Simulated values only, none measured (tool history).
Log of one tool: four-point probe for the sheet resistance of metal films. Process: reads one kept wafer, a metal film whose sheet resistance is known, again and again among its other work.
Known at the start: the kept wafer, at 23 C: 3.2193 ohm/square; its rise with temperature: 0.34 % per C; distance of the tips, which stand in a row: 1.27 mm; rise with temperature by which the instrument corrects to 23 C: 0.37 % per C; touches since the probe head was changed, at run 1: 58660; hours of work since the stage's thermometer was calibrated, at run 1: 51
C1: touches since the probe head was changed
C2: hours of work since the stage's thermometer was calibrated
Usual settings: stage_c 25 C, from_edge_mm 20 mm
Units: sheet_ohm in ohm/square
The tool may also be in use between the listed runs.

Run 1, hour 0: usual settings; C1 58660; C2 51. Result: sheet_ohm 3.240778 ohm/square.
Run 2, hour 31.7: usual settings; C1 59724; C2 64. Result: sheet_ohm 3.240833 ohm/square.
Run 3, hour 85: usual settings; C1 61509; C2 86. Result: sheet_ohm 3.242004 ohm/square.
Run 4, hour 124.6: usual settings; C1 62838; C2 102. Result: sheet_ohm 3.241452 ohm/square.
Run 5, hour 171.7: usual settings but stage_c 20 C; C1 64416; C2 121. Result: sheet_ohm 3.247215 ohm/square.
At hour 206: new probe head fitted.
Run 6, hour 206.4: usual settings but stage_c 19 C; C1 12; C2 135. Result: sheet_ohm 3.216031 ohm/square.
Run 7, hour 262: usual settings; C1 1878; C2 158. Result: sheet_ohm 3.210936 ohm/square.
Run 8, hour 315.8: usual settings; C1 3680; C2 180. Result: sheet_ohm 3.211872 ohm/square.
Run 9, hour 344.3: usual settings but stage_c 28 C; C1 4637; C2 191. Result: sheet_ohm 3.209224 ohm/square.
Run 10, hour 386.7: usual settings; C1 6060; C2 209. Result: sheet_ohm 3.21276 ohm/square.
Run 11, hour 443.8: usual settings; C1 7972; C2 232. Result: sheet_ohm 3.213672 ohm/square.
Run 12, hour 488.2: usual settings but from_edge_mm 8 mm; C1 9460; C2 250. Result: sheet_ohm 3.248664 ohm/square.
Run 13, hour 516.8: usual settings but from_edge_mm 8 mm; C1 10419; C2 262. Result: sheet_ohm 3.250244 ohm/square.
Run 14, hour 569: usual settings but from_edge_mm 8 mm; C1 12171; C2 283. Result: sheet_ohm 3.250014 ohm/square.
Run 15, hour 624.9: usual settings but stage_c 21 C, from_edge_mm 4 mm; C1 14044; C2 306. Result: sheet_ohm 3.375493 ohm/square.
Run 16, hour 655.4: usual settings but from_edge_mm 4 mm; C1 15066; C2 318. Result: sheet_ohm 3.371051 ohm/square.
Run 17, hour 686.2: usual settings but stage_c 31 C, from_edge_mm 23 mm; C1 16102; C2 331. Result: sheet_ohm 3.208319 ohm/square.
Run 18, hour 732.3: usual settings but stage_c 18 C, from_edge_mm 8 mm; C1 17646; C2 350. Result: sheet_ohm 3.257554 ohm/square.
Run 19, hour 781.2: usual settings but stage_c 18 C, from_edge_mm 8 mm; C1 19286; C2 370. Result: sheet_ohm 3.257428 ohm/square.

How the hidden state differs across the entries between the runs, from the last listed run before each to the first after it:
Between runs 5 and 6: new probe head fitted (hour 206)
  inner tips' distance over the nominal, %: 0.506 -> -0.4; tips' flats over new ones', %: 133 -> 0; wafer's true temperature over the reading, C: 0.01 -> 0.02
  measured less the result without the state, sheet_ohm: +0.017863 -> -0.013785 ohm/square

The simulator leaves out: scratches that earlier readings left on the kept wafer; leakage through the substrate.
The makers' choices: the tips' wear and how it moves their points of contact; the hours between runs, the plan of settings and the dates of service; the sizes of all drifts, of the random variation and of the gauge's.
